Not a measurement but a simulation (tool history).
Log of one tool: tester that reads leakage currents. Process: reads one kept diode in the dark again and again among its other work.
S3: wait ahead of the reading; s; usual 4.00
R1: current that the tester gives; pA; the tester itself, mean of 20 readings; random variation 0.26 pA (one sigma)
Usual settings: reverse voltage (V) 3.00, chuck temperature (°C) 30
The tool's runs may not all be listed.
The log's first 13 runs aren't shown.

{"run": 14, "day": 23.233, "reverse voltage (V)": 13.91, "chuck temperature (°C)": 30, "S3": 4.0, "R1": 185.29}
{"run": 15, "day": 24.442, "reverse voltage (V)": 13.91, "chuck temperature (°C)": 30, "S3": 4.0, "R1": 186.23}
{"run": 16, "day": 26.267, "reverse voltage (V)": 3.0, "chuck temperature (°C)": 30, "S3": 4.0, "R1": 80.99}
{"run": 17, "day": 28.338, "reverse voltage (V)": 3.0, "chuck temperature (°C)": 30, "S3": 4.0, "R1": 80.5}
{"run": 18, "day": 30.158, "reverse voltage (V)": 3.0, "chuck temperature (°C)": 30, "S3": 4.0, "R1": 80.76}
{"run": 19, "day": 31.742, "reverse voltage (V)": 3.0, "chuck temperature (°C)": 30, "S3": 4.0, "R1": 80.43}
{"run": 20, "day": 33.792, "reverse voltage (V)": 3.0, "chuck temperature (°C)": 30, "S3": 4.0, "R1": 80.77}
{"run": 21, "day": 35.825, "reverse voltage (V)": 6.72, "chuck temperature (°C)": 60, "S3": 1.26, "R1": 1155.97}
{"run": 22, "day": 36.875, "reverse voltage (V)": 3.0, "chuck temperature (°C)": 30, "S3": 4.05, "R1": 80.62}

Run 23 comes next. What will it give?
{"run": 23, "day": 38.754, "reverse voltage (V)": 19.68, "chuck temperature (°C)": 28, "S3": 3.3, "R1": "?"}

Run 23 gave R1 192.79 pA.
Without the tool's hidden state the same run would have given R1 197.60 pA.
